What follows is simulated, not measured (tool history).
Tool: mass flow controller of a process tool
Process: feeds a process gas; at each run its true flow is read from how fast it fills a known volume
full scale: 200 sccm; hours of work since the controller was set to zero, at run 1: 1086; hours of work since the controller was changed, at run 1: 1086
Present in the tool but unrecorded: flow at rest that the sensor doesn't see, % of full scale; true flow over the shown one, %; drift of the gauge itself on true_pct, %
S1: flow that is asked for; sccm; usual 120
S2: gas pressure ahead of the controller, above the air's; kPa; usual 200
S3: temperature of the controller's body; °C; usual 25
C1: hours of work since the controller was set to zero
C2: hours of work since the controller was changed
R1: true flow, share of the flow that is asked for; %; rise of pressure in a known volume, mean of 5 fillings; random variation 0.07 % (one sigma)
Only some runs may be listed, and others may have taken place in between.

run,hour,S1,S2,S3,C1,C2,R1
1,0.0,120,200,25,1086,1086,98.97
2,81.1,120,200,25,1143,1143,99.06
3,152.3,120,200,25,1194,1194,98.84
4,226.2,120,200,25,1246,1246,98.91
5,292.3,120,227,25,1292,1292,98.80
6,389.0,120,227,25,1361,1361,98.77
7,482.3,120,153,25,1427,1427,99.11
8,586.5,120,200,25,1500,1500,98.99
9,643.8,120,163,21,1541,1541,99.40
10,705.0,120,141,25,1584,1584,99.09
11,775.2,165,207,29,1633,1633,99.36
12,839.3,28,200,32,1679,1679,94.68

What will run 13 give?
13,886.5,176,162,28,1712,1712,?

{"run 13": {"R1": 99.68}}
Take away the tool's hidden state, keep the run-to-run variation as it was, and the same run would have given R1 99.47 %.

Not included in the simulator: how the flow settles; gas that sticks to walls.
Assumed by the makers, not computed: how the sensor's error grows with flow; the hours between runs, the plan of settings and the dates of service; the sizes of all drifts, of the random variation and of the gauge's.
